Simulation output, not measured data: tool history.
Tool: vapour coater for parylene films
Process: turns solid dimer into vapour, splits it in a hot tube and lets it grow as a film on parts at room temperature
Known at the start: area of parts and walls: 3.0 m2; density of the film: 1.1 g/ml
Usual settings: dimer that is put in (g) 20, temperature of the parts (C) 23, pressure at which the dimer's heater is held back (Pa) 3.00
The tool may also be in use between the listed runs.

run,hour,dimer that is put in (g),temperature of the parts (C),pressure at which the dimer's heater is held back (Pa),thickness of the film (nm)
1,0.0,20,23,3.00,4390
2,7.4,20,23,3.00,4210
3,17.9,20,23,3.00,4360
4,28.7,20,23,3.00,4250
5,43.7,20,23,3.00,4210
6,55.5,20,23,3.00,4150
7,73.8,20,23,3.00,4260
8,91.7,20,23,3.00,4130
9,106.8,20,23,3.00,4200
10,115.6,20,23,4.55,3860
11,133.5,20,23,4.55,3900
12,151.2,24,23,3.00,4860
13,165.5,24,23,3.00,4870
# hour 170.6: trap's valve overhauled
14,184.5,24,23,3.00,4630
15,202.6,20,23,3.00,3790
16,215.8,20,23,4.69,3540
# hour 224.7: trap's valve overhauled, once more
17,231.5,20,23,4.69,4160
18,245.5,20,23,3.00,4460
19,254.5,20,23,3.00,4440
20,270.2,11,23,3.00,2440
21,278.0,20,23,3.00,4410
22,295.1,20,23,3.00,4370
23,306.6,20,23,3.00,4340
24,324.0,13,30,3.00,2500
25,339.7,13,30,3.00,2490
26,355.1,16,16,9.78,3310
27,365.3,19,22,2.59,4200
28,375.6,17,22,5.81,3400
29,392.1,17,22,5.81,3310
30,403.9,13,24,4.25,2580
31,419.4,13,24,4.25,2550
32,436.6,35,17,5.45,7540
33,451.4,15,19,2.33,3520
34,467.3,20,28,7.81,3270
35,479.8,20,24,2.80,4120
36,497.7,11,24,2.80,2270
37,512.1,20,20,2.68,4420
38,529.2,20,20,2.68,4430
39,537.2,16,17,9.81,3120
40,554.0,20,20,2.23,4440
41,567.8,11,23,2.48,2300
42,580.1,11,23,2.48,2310
43,591.7,11,23,2.48,2260
44,603.9,20,34,3.00,3270
# hour 609.6: trap's valve overhauled
45,622.5,12,19,5.18,2630
46,633.0,32,26,3.00,6760

3 ways to go on from here, each from the tool as it stands after run 46. What would each give?
A,646.1,12,21,3.00,?
B,646.1,10,34,9.48,?
C,646.1,14,17,3.00,?

run,thickness of the film (nm)
A,2680
B,1490
C,3440
Without the tool's hidden state the same runs would have given:
run,thickness of the film (nm)
A,2750
B,1530
C,3530
